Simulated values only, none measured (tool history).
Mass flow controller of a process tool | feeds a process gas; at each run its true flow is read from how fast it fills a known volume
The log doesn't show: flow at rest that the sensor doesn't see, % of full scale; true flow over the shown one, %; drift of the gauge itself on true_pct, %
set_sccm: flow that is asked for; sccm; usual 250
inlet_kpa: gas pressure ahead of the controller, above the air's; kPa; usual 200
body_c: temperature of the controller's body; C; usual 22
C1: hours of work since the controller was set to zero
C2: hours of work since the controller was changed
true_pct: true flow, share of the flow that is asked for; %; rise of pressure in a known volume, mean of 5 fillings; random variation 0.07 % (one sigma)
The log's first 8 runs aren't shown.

{"run": 9, "hour": 858.2, "set_sccm": 250, "inlet_kpa": 200, "body_c": 22, "C1": 3431, "C2": 3431, "true_pct": 100.45}
{"run": 10, "hour": 959.0, "set_sccm": 250, "inlet_kpa": 200, "body_c": 32, "C1": 3508, "C2": 3508, "true_pct": 101.05}
{"run": 11, "hour": 1030.1, "set_sccm": 250, "inlet_kpa": 200, "body_c": 33, "C1": 3562, "C2": 3562, "true_pct": 101.38}
{"run": 12, "hour": 1181.6, "set_sccm": 250, "inlet_kpa": 200, "body_c": 33, "C1": 3677, "C2": 3677, "true_pct": 101.52}
{"run": 13, "hour": 1268.7, "set_sccm": 250, "inlet_kpa": 200, "body_c": 33, "C1": 3744, "C2": 3744, "true_pct": 101.43}
{"run": 14, "hour": 1370.8, "set_sccm": 250, "inlet_kpa": 200, "body_c": 22, "C1": 3821, "C2": 3821, "true_pct": 100.56}
{"run": 15, "hour": 1475.2, "set_sccm": 250, "inlet_kpa": 200, "body_c": 36, "C1": 3901, "C2": 3901, "true_pct": 101.74}
{"run": 16, "hour": 1629.1, "set_sccm": 217, "inlet_kpa": 200, "body_c": 22, "C1": 4018, "C2": 4018, "true_pct": 100.69}
{"run": 17, "hour": 1738.1, "set_sccm": 217, "inlet_kpa": 200, "body_c": 22, "C1": 4101, "C2": 4101, "true_pct": 100.7}
{"run": 18, "hour": 1848.6, "set_sccm": 250, "inlet_kpa": 200, "body_c": 22, "C1": 4185, "C2": 4185, "true_pct": 100.85}
{"run": 19, "hour": 1934.8, "set_sccm": 250, "inlet_kpa": 200, "body_c": 22, "C1": 4251, "C2": 4251, "true_pct": 100.87}
{"run": 20, "hour": 2034.9, "set_sccm": 250, "inlet_kpa": 200, "body_c": 22, "C1": 4327, "C2": 4327, "true_pct": 100.93}
{"run": 21, "hour": 2136.2, "set_sccm": 250, "inlet_kpa": 200, "body_c": 22, "C1": 4404, "C2": 4404, "true_pct": 101.06}
{"run": 22, "hour": 2234.0, "set_sccm": 250, "inlet_kpa": 200, "body_c": 22, "C1": 4478, "C2": 4478, "true_pct": 100.95}
{"run": 23, "hour": 2320.9, "set_sccm": 250, "inlet_kpa": 200, "body_c": 22, "C1": 4544, "C2": 4544, "true_pct": 101.06}
{"run": 24, "hour": 2422.1, "set_sccm": 250, "inlet_kpa": 200, "body_c": 22, "C1": 4621, "C2": 4621, "true_pct": 101.04}
{"run": 25, "hour": 2550.2, "set_sccm": 250, "inlet_kpa": 200, "body_c": 22, "C1": 4719, "C2": 4719, "true_pct": 101.1}
{"run": 26, "hour": 2649.0, "set_sccm": 250, "inlet_kpa": 211, "body_c": 22, "C1": 4794, "C2": 4794, "true_pct": 101.2}
{"run": 27, "hour": 2727.1, "set_sccm": 250, "inlet_kpa": 211, "body_c": 22, "C1": 4853, "C2": 4853, "true_pct": 101.22}
{"run": 28, "hour": 2841.6, "set_sccm": 250, "inlet_kpa": 200, "body_c": 36, "C1": 4941, "C2": 4941, "true_pct": 102.42}
{"run": 29, "hour": 2949.4, "set_sccm": 81, "inlet_kpa": 196, "body_c": 22, "C1": 5023, "C2": 5023, "true_pct": 102.78}

Forecast run 30:
{"run": 30, "hour": 3051.8, "set_sccm": 86, "inlet_kpa": 142, "body_c": 26, "C1": 5100, "C2": 5100, "true_pct": "?"}

Run 30 gave true_pct 103.01 %.
Without the tool's hidden state the same run would have given true_pct 97.72 %.

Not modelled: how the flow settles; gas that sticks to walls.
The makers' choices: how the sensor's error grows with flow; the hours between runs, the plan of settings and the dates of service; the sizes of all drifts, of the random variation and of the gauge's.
